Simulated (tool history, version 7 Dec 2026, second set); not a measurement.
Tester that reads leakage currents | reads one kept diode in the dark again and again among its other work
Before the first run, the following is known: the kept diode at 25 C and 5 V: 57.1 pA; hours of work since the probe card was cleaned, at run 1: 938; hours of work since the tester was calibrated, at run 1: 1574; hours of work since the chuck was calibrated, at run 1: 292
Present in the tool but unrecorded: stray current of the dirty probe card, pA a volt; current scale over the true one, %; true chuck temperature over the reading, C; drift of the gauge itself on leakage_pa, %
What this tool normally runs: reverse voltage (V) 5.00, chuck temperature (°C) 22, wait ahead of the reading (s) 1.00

run	hour	reverse voltage (V)	chuck temperature (°C)	wait ahead of the reading (s)	hours of work since the probe card was cleaned	hours of work since the tester was calibrated	hours of work since the chuck was calibrated	current that the tester gives (pA)
1	0.0	5.00	22	1.00	938	1574	292	56.21
2	90.2	5.00	22	6.14	999	1634	352	56.28
3	184.3	1.89	22	1.00	1062	1697	415	31.20
# hour 272.6: probe card cleaned and baked
4	276.1	5.00	22	1.00	2	1757	475	65.46
5	392.3	5.00	22	1.00	80	1834	552	65.78
6	517.8	5.00	22	1.00	164	1918	636	67.03
7	582.6	5.00	35	1.00	207	1961	680	146.09
8	719.1	5.00	35	1.00	299	2053	771	147.35
9	825.7	5.00	30	1.00	370	2124	842	109.91
10	948.9	2.38	30	1.38	452	2206	925	69.48
# hour 964.5: probe card cleaned and baked, once more
11	1045.9	2.38	30	1.38	54	2269	987	58.50

Here are 3 independent what-if runs from the current tool condition. What would each one return?
A	1152.6	3.03	57	8.72	126	2341	1059	?
B	1152.6	12.69	25	2.61	126	2341	1059	?
C	1152.6	5.00	22	9.74	126	2341	1059	?

run	current that the tester gives (pA)
A	436.03
B	102.80
C	47.71
Without the tool's hidden state the same runs would have given:
run	current that the tester gives (pA)
A	421.81
B	96.08
C	44.78

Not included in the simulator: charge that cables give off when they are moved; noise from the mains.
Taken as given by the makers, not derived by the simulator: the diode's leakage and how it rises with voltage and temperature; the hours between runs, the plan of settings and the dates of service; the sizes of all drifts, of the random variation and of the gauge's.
